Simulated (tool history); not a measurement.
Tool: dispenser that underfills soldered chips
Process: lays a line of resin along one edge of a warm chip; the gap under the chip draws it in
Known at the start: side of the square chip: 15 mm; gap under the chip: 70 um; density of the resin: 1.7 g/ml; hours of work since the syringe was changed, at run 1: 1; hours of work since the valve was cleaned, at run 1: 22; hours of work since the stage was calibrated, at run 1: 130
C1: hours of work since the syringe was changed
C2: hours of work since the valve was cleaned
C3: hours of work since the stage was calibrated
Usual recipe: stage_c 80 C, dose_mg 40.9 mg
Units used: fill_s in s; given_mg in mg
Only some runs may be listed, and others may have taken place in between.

Run 1, day 0: usual settings; C1 1; C2 22; C3 130. Result: fill_s 349.1 s, given_mg 39.85 mg.
Run 2, day 0.167: usual settings; C1 4; C2 25; C3 133. Result: fill_s 440.3 s, given_mg 39.9 mg.
At day 0.258: new syringe of resin.
Run 3, day 0.333: usual settings; C1 1; C2 28; C3 135. Result: fill_s 351.1 s, given_mg 39.82 mg.
At day 0.608: new syringe of resin.
Run 4, day 0.625: usual settings; C1 0; C2 32; C3 140. Result: fill_s 323.7 s, given_mg 39.39 mg.
Run 5, day 0.862: usual settings; C1 4; C2 36; C3 143. Result: fill_s 428.5 s, given_mg 39.6 mg.
At day 0.962: new syringe of resin.
Run 6, day 1.042: usual settings; C1 1; C2 38; C3 146. Result: fill_s 345.4 s, given_mg 39.34 mg.
At day 1.321: new syringe of resin.
Run 7, day 1.371: usual settings but stage_c 87 C; C1 1; C2 44; C3 151. Result: fill_s 254.6 s, given_mg 39.24 mg.
At day 1.675: new syringe of resin.
Run 8, day 1.696: usual settings but stage_c 87 C; C1 0; C2 49; C3 156. Result: fill_s 240.8 s, given_mg 39.04 mg.
Run 9, day 1.971: usual settings but dose_mg 39 mg; C1 5; C2 53; C3 161. Result: fill_s 445.4 s, given_mg 37.29 mg.
At day 2.029: new syringe of resin.
Run 10, day 2.112: usual settings but stage_c 73 C; C1 1; C2 55; C3 163. Result: fill_s 448.4 s, given_mg 38.69 mg.
Run 11, day 2.3: usual settings but stage_c 73 C; C1 4; C2 58; C3 166. Result: fill_s 565.1 s, given_mg 38.41 mg.
At day 2.371: new syringe of resin.
Run 12, day 2.488: usual settings; C1 2; C2 61; C3 169. Result: fill_s 354.3 s, given_mg 38.63 mg.
At day 2.725: new syringe of resin.
Run 13, day 2.821: usual settings; C1 2; C2 66; C3 174. Result: fill_s 341.8 s, given_mg 38.61 mg.
At day 3.088: new syringe of resin.
Run 14, day 3.125: usual settings; C1 1; C2 71; C3 178. Result: fill_s 319.8 s, given_mg 38.38 mg.
Run 15, day 3.383: usual settings; C1 5; C2 75; C3 183. Result: fill_s 442.2 s, given_mg 37.83 mg.
At day 3.438: new syringe of resin.
Run 16, day 3.583: usual settings; C1 2; C2 78; C3 186. Result: fill_s 366.8 s, given_mg 37.63 mg.
At day 3.796: new syringe of resin.
Run 17, day 3.829: usual settings; C1 1; C2 82; C3 189. Result: fill_s 321.2 s, given_mg 37.86 mg.
Run 18, day 3.971: usual settings; C1 3; C2 84; C3 192. Result: fill_s 386.4 s, given_mg 37.49 mg.
At day 4.146: new syringe of resin.
Run 19, day 4.196: usual settings; C1 1; C2 87; C3 195. Result: fill_s 335.3 s, given_mg 37.67 mg.
Run 20, day 4.438: usual settings; C1 5; C2 91; C3 199. Result: fill_s 453.1 s, given_mg 37.66 mg.
At day 4.492: new syringe of resin.
Run 21, day 4.604: usual settings but stage_c 89 C, dose_mg 48.6 mg; C1 2; C2 94; C3 201. Result: fill_s 253.3 s, given_mg 44.66 mg.
At day 4.846: new syringe of resin.
Run 22, day 4.942: usual settings but stage_c 88 C, dose_mg 44.8 mg; C1 2; C2 99; C3 207. Result: fill_s 253.3 s, given_mg 40.82 mg.
Run 23, day 5.083: usual settings but stage_c 88 C, dose_mg 47.7 mg; C1 4; C2 101; C3 209. Result: fill_s 306.3 s, given_mg 43.25 mg.
At day 5.188: new syringe of resin.
Run 24, day 5.4: usual settings but stage_c 85 C, dose_mg 51.3 mg; C1 3; C2 106; C3 214. Result: fill_s 336.2 s, given_mg 46.38 mg.
At day 5.529: new syringe of resin.
Run 25, day 5.642: usual settings but stage_c 85 C, dose_mg 51.3 mg; C1 2; C2 110; C3 217. Result: fill_s 281.6 s, given_mg 46.45 mg.
At day 5.875: new syringe of resin.
Run 26, day 5.875: usual settings but stage_c 85 C, dose_mg 51.3 mg; C1 0; C2 113; C3 221. Result: fill_s 249.5 s, given_mg 46.05 mg.
Run 27, day 6.062: usual settings but stage_c 84 C, dose_mg 47 mg; C1 3; C2 116; C3 224. Result: fill_s 330.2 s, given_mg 42.08 mg.
At day 6.221: new syringe of resin.
Run 28, day 6.388: usual settings but stage_c 81 C, dose_mg 44.1 mg; C1 3; C2 121; C3 229. Result: fill_s 358.5 s, given_mg 39.28 mg.
At day 6.575: new syringe of resin.
Run 29, day 6.617: usual settings but stage_c 72 C, dose_mg 45.6 mg; C1 1; C2 125; C3 233. Result: fill_s 428.7 s, given_mg 40.5 mg.
At day 6.921: new syringe of resin.
Run 30, day 6.95: usual settings but dose_mg 42.6 mg; C1 1; C2 130; C3 238. Result: fill_s 323.7 s, given_mg 37.61 mg.
Run 31, day 7.121: usual settings but stage_c 84 C, dose_mg 51.6 mg; C1 3; C2 133; C3 240. Result: fill_s 334.6 s, given_mg 45.39 mg.
At day 7.262: new syringe of resin.
Run 32, day 7.375: usual settings but dose_mg 41.2 mg; C1 2; C2 137; C3 244. Result: fill_s 356.1 s, given_mg 36.16 mg.
At day 7.608: new syringe of resin.
Run 33, day 7.704: usual settings but dose_mg 41.2 mg; C1 2; C2 142; C3 249. Result: fill_s 344.3 s, given_mg 35.93 mg.
At day 7.971: new syringe of resin.
Run 34, day 8.004: usual settings but dose_mg 41.2 mg; C1 1; C2 146; C3 254. Result: fill_s 328.3 s, given_mg 36.06 mg.
At day 8.229: dispensing valve cleaned and set on the balance.
Run 35, day 8.292: usual settings but stage_c 92 C, dose_mg 41.2 mg; C1 4; C2 1; C3 258. Result: fill_s 286.3 s, given_mg 40.54 mg.

Forecast each of these 4 alternatives for the next run:
At day 8.367: new syringe of resin.
Run A, day 8.55: usual settings but stage_c 79 C, dose_mg 41.2 mg; C1 3; C2 5; C3 262. Result: fill_s ?, given_mg ?.
At day 8.367: new syringe of resin.
Run B, day 8.55: usual settings but stage_c 93 C, dose_mg 44.6 mg; C1 3; C2 5; C3 262. Result: fill_s ?, given_mg ?.
At day 8.367: new syringe of resin.
Run C, day 8.55: usual settings but stage_c 84 C, dose_mg 46.8 mg; C1 3; C2 5; C3 262. Result: fill_s ?, given_mg ?.
At day 8.367: new syringe of resin.
Run D, day 8.55: usual settings but dose_mg 43.3 mg; C1 3; C2 5; C3 262. Result: fill_s ?, given_mg ?.

run  fill_s  given_mg
  A   392.7     41.25
  B   233.2     44.54
  C   330.4     46.71
  D   380.6     42.86
Without the tool's hidden state the same runs would have given:
run  fill_s  given_mg
  A   330.2     41.47
  B   195.1     44.77
  C   277.3     46.96
  D   319.9     43.08

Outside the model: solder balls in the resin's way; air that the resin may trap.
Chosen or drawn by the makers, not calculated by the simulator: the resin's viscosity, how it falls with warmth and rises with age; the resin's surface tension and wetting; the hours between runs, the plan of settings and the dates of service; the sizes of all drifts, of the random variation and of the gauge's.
